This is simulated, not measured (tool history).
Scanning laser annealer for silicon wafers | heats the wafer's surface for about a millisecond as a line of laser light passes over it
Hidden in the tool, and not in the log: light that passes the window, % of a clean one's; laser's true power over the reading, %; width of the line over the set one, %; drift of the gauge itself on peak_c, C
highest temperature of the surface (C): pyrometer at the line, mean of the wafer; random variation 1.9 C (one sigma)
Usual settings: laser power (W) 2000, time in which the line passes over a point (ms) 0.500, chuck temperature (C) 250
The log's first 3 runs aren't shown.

run   hour  laser power (W)  time in which the line passes over a point (ms)  chuck temperature (C)  hours of work since the window was cleaned  hours of work since the power meter was calibrated  hours of work since the optics were aligned  highest temperature of the surface (C)
  4   50.0             2167                                            0.500                    250                                         538                                                 590                                           18                                    1152
  5   59.7             2000                                            0.500                    250                                         545                                                 598                                           26                                    1060
      66.7  -- window over the wafer cleaned
  6   73.9             2000                                            0.500                    250                                           6                                                 607                                           35                                    1092
  7   94.8             2000                                            0.500                    250                                          22                                                 624                                           52                                    1090
  8  106.7             2111                                            0.500                    250                                          31                                                 633                                           61                                    1154
  9  115.8             2111                                            0.500                    250                                          38                                                 640                                           68                                    1151
 10  133.0             2111                                            0.500                    250                                          52                                                 653                                           81                                    1153
 11  145.6             2000                                            0.500                    250                                          61                                                 663                                           91                                    1091
 12  165.1             2000                                            0.500                    250                                          76                                                 678                                          106                                    1089
 13  182.1             2000                                            0.500                    250                                          90                                                 692                                          120                                    1087
 14  196.6             2000                                            0.500                    250                                         101                                                 703                                          131                                    1089
 15  218.3             2000                                            0.500                    250                                         118                                                 720                                          148                                    1087
 16  230.6             2000                                            0.500                    250                                         127                                                 729                                          157                                    1087
 17  249.1             2000                                            0.500                    250                                         142                                                 744                                          172                                    1087
 18  265.9             2000                                            0.500                    250                                         155                                                 757                                          185                                    1082
 19  278.7             1918                                            0.500                    250                                         165                                                 767                                          195                                    1037
 20  294.0             2058                                            0.500                    250                                         177                                                 779                                          207                                    1112
 21  308.9             2058                                            0.500                    250                                         188                                                 790                                          218                                    1114
 22  323.7             1871                                            0.407                    288                                         200                                                 802                                          230                                     967
 23  333.1             1790                                            0.407                    288                                         207                                                 809                                          237                                     928
 24  342.5             1790                                            0.407                    288                                         214                                                 816                                          244                                     929
 25  352.1             2023                                            0.552                    215                                         222                                                 824                                          252                                    1102

Forecast run 26:
 26  371.8             1987                                            0.599                    250                                         237                                                 839                                          267                                       ?

Run 26 gave highest temperature of the surface (C) 1156.
Without the tool's hidden state the same run would have given highest temperature of the surface (C) 1179.
